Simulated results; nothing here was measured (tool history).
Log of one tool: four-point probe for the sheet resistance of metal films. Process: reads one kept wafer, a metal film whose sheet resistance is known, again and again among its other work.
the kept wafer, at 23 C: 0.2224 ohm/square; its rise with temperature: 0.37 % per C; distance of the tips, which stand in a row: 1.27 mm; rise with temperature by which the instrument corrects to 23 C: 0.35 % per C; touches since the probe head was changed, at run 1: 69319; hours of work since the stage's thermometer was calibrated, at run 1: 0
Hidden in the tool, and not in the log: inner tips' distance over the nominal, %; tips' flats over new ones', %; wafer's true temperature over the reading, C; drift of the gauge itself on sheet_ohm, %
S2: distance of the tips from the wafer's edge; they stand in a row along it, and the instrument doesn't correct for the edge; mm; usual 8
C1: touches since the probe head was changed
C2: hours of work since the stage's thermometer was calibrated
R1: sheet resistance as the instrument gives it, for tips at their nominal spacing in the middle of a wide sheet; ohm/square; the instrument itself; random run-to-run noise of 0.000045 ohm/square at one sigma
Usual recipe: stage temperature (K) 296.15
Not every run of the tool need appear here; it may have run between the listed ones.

Run 1, hour 0.0: usual settings; C1 69319; C2 0. Result: R1 0.225729 ohm/square.
Run 2, hour 92.7: usual settings; C1 72916; C2 51. Result: R1 0.225610 ohm/square.
Run 3, hour 144.4: usual settings; C1 74923; C2 79. Result: R1 0.225525 ohm/square.
Run 4, hour 201.7: usual settings; C1 77147; C2 111. Result: R1 0.225536 ohm/square.
Run 5, hour 246.5: usual settings; C1 78888; C2 136. Result: R1 0.225488 ohm/square.
Run 6, hour 290.0: usual settings; C1 80575; C2 160. Result: R1 0.225439 ohm/square.
Run 7, hour 351.9: usual settings but S2 7 mm; C1 82978; C2 194. Result: R1 0.226272 ohm/square.
Run 8, hour 413.4: usual settings but stage temperature (K) 300.15; C1 85364; C2 228. Result: R1 0.225590 ohm/square.
Run 9, hour 480.4: usual settings but stage temperature (K) 300.15, S2 29 mm; C1 87967; C2 264. Result: R1 0.222762 ohm/square.
Run 10, hour 529.4: usual settings but stage temperature (K) 303.15, S2 16 mm; C1 89869; C2 291. Result: R1 0.223354 ohm/square.
Run 11, hour 576.9: usual settings but stage temperature (K) 303.15, S2 16 mm; C1 91709; C2 318. Result: R1 0.223438 ohm/square.
Run 12, hour 657.7: usual settings but stage temperature (K) 299.15, S2 4 mm; C1 94847; C2 362. Result: R1 0.233851 ohm/square.
Run 13, hour 749.7: usual settings but stage temperature (K) 306.15, S2 9 mm; C1 98416; C2 413. Result: R1 0.224972 ohm/square.
Run 14, hour 832.3: usual settings but stage temperature (K) 306.15, S2 9 mm; C1 101624; C2 458. Result: R1 0.224950 ohm/square.
Run 15, hour 893.1: usual settings but stage temperature (K) 291.15, S2 22 mm; C1 103983; C2 492. Result: R1 0.222344 ohm/square.
Run 16, hour 965.6: usual settings but stage temperature (K) 300.15, S2 5 mm; C1 106797; C2 532. Result: R1 0.229808 ohm/square.
Run 17, hour 1025.8: usual settings but stage temperature (K) 294.15, S2 13 mm; C1 109133; C2 565. Result: R1 0.223062 ohm/square.

What if the next run were any one of these 5? Each begins from the tool's condition after run 17:
Run A, hour 1074.1: usual settings but stage temperature (K) 304.15, S2 15 mm; C1 111007; C2 591. Result: R1 ?.
Run B, hour 1074.1: usual settings but stage temperature (K) 293.15; C1 111007; C2 591. Result: R1 ?.
Run C, hour 1074.1: usual settings but stage temperature (K) 299.15, S2 28 mm; C1 111007; C2 591. Result: R1 ?.
Run D, hour 1074.1: usual settings but stage temperature (K) 299.15, S2 7 mm; C1 111007; C2 591. Result: R1 ?.
Run E, hour 1074.1: usual settings but stage temperature (K) 298.15, S2 16 mm; C1 111007; C2 591. Result: R1 ?.

run        R1
  A  0.223166
  B  0.224892
  C  0.222439
  D  0.226034
  E  0.222896
Stripped of hidden state, with their random variation kept, the same runs would have yielded:
run        R1
  A  0.223506
  B  0.225243
  C  0.222781
  D  0.226382
  E  0.223240
